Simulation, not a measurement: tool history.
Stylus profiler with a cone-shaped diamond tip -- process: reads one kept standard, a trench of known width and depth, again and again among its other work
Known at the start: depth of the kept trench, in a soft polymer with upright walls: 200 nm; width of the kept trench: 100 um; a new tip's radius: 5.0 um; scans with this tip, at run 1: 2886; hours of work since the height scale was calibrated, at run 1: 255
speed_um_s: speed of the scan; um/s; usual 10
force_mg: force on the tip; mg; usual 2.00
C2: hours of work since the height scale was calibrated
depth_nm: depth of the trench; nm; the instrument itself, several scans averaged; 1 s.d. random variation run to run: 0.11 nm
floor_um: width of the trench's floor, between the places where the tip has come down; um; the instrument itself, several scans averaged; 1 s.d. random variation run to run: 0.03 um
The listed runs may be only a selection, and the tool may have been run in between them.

Run 1, day 0.000: usual settings; scans with this tip 2886; C2 255. Result: depth_nm 202.13 nm, floor_um 97.10 um.
Run 2, day 0.650: usual settings; scans with this tip 2958; C2 261. Result: depth_nm 202.13 nm, floor_um 97.09 um.
Run 3, day 1.312: usual settings but force_mg 3.53 mg; scans with this tip 3031; C2 267. Result: depth_nm 203.28 nm, floor_um 97.05 um.
Run 4, day 1.988: usual settings; scans with this tip 3105; C2 274. Result: depth_nm 202.06 nm, floor_um 97.11 um.
Run 5, day 2.396: usual settings; scans with this tip 3150; C2 278. Result: depth_nm 201.95 nm, floor_um 97.03 um.
Run 6, day 3.308: usual settings; scans with this tip 3251; C2 287. Result: depth_nm 202.25 nm, floor_um 97.05 um.
Run 7, day 3.696: usual settings but speed_um_s 28 um/s; scans with this tip 3293; C2 290. Result: depth_nm 202.28 nm, floor_um 97.01 um.
Run 8, day 4.583: usual settings but speed_um_s 28 um/s; scans with this tip 3391; C2 299. Result: depth_nm 202.20 nm, floor_um 96.99 um.
Run 9, day 5.017: usual settings but speed_um_s 28 um/s; scans with this tip 3439; C2 303. Result: depth_nm 202.01 nm, floor_um 96.98 um.
Run 10, day 5.654: usual settings but speed_um_s 28 um/s; scans with this tip 3509; C2 310. Result: depth_nm 202.05 nm, floor_um 96.99 um.
Run 11, day 6.533: usual settings but speed_um_s 28 um/s, force_mg 4.35 mg; scans with this tip 3606; C2 318. Result: depth_nm 203.56 nm, floor_um 97.04 um.
Run 12, day 7.442: usual settings but speed_um_s 28 um/s, force_mg 4.35 mg; scans with this tip 3706; C2 327. Result: depth_nm 203.78 nm, floor_um 97.01 um.
Run 13, day 8.262: usual settings but speed_um_s 28 um/s, force_mg 4.35 mg; scans with this tip 3796; C2 335. Result: depth_nm 203.56 nm, floor_um 96.97 um.
Run 14, day 9.062: usual settings but speed_um_s 19 um/s, force_mg 1.09 mg; scans with this tip 3885; C2 343. Result: depth_nm 201.23 nm, floor_um 96.99 um.
Run 15, day 9.762: usual settings but speed_um_s 2 um/s, force_mg 2.37 mg; scans with this tip 3962; C2 349. Result: depth_nm 202.35 nm, floor_um 97.08 um.
Run 16, day 10.167: usual settings but force_mg 2.37 mg; scans with this tip 4006; C2 353. Result: depth_nm 202.45 nm, floor_um 97.06 um.
Run 17, day 10.879: usual settings but speed_um_s 28 um/s, force_mg 0.94 mg; scans with this tip 4085; C2 360. Result: depth_nm 201.12 nm, floor_um 96.89 um.
Run 18, day 11.525: usual settings but speed_um_s 28 um/s, force_mg 0.94 mg; scans with this tip 4156; C2 367. Result: depth_nm 200.98 nm, floor_um 96.90 um.
Run 19, day 11.967: usual settings but speed_um_s 15 um/s, force_mg 1.25 mg; scans with this tip 4205; C2 371. Result: depth_nm 201.35 nm, floor_um 96.97 um.
Run 20, day 12.679: usual settings but speed_um_s 25 um/s, force_mg 0.91 mg; scans with this tip 4283; C2 378. Result: depth_nm 201.00 nm, floor_um 96.97 um.
Run 21, day 13.446: usual settings but speed_um_s 29 um/s; scans with this tip 4368; C2 385. Result: depth_nm 202.19 nm, floor_um 96.96 um.

Below are 4 alternative next runs, each starting from the tool's condition after run 21. Predict each:
Run A, day 14.021: usual settings but speed_um_s 6 um/s; scans with this tip 4431; C2 391. Result: depth_nm ?, floor_um ?.
Run B, day 14.021: usual settings but speed_um_s 3 um/s, force_mg 2.08 mg; scans with this tip 4431; C2 391. Result: depth_nm ?, floor_um ?.
Run C, day 14.021: usual settings but speed_um_s 4 um/s, force_mg 3.97 mg; scans with this tip 4431; C2 391. Result: depth_nm ?, floor_um ?.
Run D, day 14.021: usual settings but speed_um_s 20 um/s; scans with this tip 4431; C2 391. Result: depth_nm ?, floor_um ?.

run  depth_nm  floor_um
  A    201.97     97.05
  B    202.01     97.07
  C    203.37     97.02
  D    202.22     96.94
With no hidden state in the tool, these same runs would have given:
run  depth_nm  floor_um
  A    202.28     97.19
  B    202.32     97.20
  C    203.68     97.16
  D    202.53     97.08
